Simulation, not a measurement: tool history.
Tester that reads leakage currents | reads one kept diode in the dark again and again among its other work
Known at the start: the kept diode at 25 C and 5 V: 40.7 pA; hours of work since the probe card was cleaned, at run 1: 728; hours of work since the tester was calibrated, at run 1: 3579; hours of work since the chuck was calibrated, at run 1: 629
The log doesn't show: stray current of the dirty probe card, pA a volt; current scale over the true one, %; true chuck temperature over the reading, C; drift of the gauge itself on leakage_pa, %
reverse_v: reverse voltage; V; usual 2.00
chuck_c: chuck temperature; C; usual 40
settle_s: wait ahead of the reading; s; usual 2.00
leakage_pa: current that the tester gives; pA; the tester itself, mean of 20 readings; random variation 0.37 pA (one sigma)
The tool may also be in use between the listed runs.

run	hour	reverse_v	chuck_c	settle_s	hours of work since the probe card was cleaned	hours of work since the tester was calibrated	hours of work since the chuck was calibrated	leakage_pa
1	0.0	2.00	40	2.00	728	3579	629	121.33
2	88.1	2.00	40	2.00	793	3644	694	120.63
3	192.9	8.03	40	2.00	871	3722	772	197.76
4	274.6	8.03	40	0.93	932	3783	833	197.97
5	344.6	12.71	40	0.93	984	3835	885	236.00
6	454.6	12.71	40	0.93	1066	3917	967	237.86
# hour 504.9: tester calibrated
7	548.9	12.71	40	0.93	1135	33	1036	236.58
8	654.0	6.06	40	2.00	1213	111	1114	176.77
9	756.3	6.06	36	2.00	1289	187	1190	128.32
10	826.7	15.30	52	2.52	1342	239	1242	645.55
11	889.3	1.56	37	1.42	1388	286	1289	83.58
12	977.9	14.35	44	1.42	1454	352	1355	341.53
13	1029.6	3.75	32	0.74	1493	391	1394	77.01
14	1098.9	3.75	32	0.74	1544	442	1445	76.91
15	1192.6	1.25	50	1.05	1614	512	1515	231.93
# hour 1233.8: probe card cleaned and baked
16	1310.2	11.69	40	6.45	57	597	1600	198.07
17	1385.8	17.19	25	0.45	113	653	1656	61.22
18	1479.0	3.08	48	3.87	182	723	1726	255.97

5 ways to go on from here, each from the tool as it stands after run 18. What would each give?
A	1541.5	3.08	48	2.41	229	769	1772	?
B	1541.5	3.22	48	2.35	229	769	1772	?
C	1541.5	4.64	52	2.00	229	769	1772	?
D	1541.5	5.89	40	2.00	229	769	1772	?
E	1541.5	9.93	48	3.87	229	769	1772	?

run	leakage_pa
A	254.73
B	258.79
C	406.97
D	159.10
E	372.29
Without the tool's hidden state the same runs would have given:
run	leakage_pa
A	278.71
B	283.12
C	444.32
D	173.29
E	405.11
